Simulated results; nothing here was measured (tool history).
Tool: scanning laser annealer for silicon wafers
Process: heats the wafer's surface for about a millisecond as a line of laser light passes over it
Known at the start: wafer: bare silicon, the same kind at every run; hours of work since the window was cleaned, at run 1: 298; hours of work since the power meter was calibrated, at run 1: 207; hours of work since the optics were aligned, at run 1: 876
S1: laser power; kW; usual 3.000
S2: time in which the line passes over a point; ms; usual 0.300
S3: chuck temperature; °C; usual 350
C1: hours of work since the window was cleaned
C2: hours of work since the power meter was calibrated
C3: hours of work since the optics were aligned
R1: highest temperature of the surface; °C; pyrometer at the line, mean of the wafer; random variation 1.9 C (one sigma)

run	hour	S1	S2	S3	C1	C2	C3	R1
1	0.0	3.000	0.300	350	298	207	876	1121
2	15.4	3.000	0.300	350	307	216	885	1125
3	23.6	3.000	0.300	350	312	220	890	1120
4	42.7	3.000	0.300	350	323	231	901	1121
5	58.8	3.000	0.300	350	332	241	910	1119
6	77.9	3.000	0.290	350	343	252	921	1107
7	88.8	3.000	0.290	350	349	258	927	1105
8	100.5	3.000	0.290	350	356	265	934	1106
9	114.3	3.000	0.290	350	364	273	942	1099
10	132.1	3.000	0.300	350	374	283	952	1112
# hour 144.7: window over the wafer cleaned
11	144.7	3.000	0.300	350	0	289	958	1156
12	157.2	3.000	0.300	350	7	296	966	1155
13	176.9	3.000	0.300	328	19	308	977	1133
14	187.3	3.000	0.300	328	25	314	983	1131
15	206.3	3.000	0.300	328	35	325	994	1128
16	222.4	3.000	0.300	328	45	334	1003	1131
17	234.5	3.000	0.225	328	52	341	1010	1037
18	247.4	3.000	0.300	364	59	348	1018	1166
19	264.5	3.000	0.300	364	69	358	1028	1162
20	283.5	3.239	0.300	350	80	369	1038	1211
21	296.1	3.239	0.300	350	87	376	1046	1214
22	313.0	2.858	0.306	347	97	386	1055	1111
23	328.7	2.669	0.300	350	106	395	1065	1055
24	340.8	2.669	0.300	350	113	402	1072	1052
25	351.2	2.669	0.300	350	119	408	1077	1052
26	364.1	2.669	0.300	350	126	415	1085	1049
27	375.2	3.000	0.299	368	133	422	1091	1162

Run 28 comes next. What will it give?
28	389.9	2.784	0.300	376	141	430	1100	?

R1: 1104 °C
Without the tool's hidden state the same run would have given R1 1128 °C.
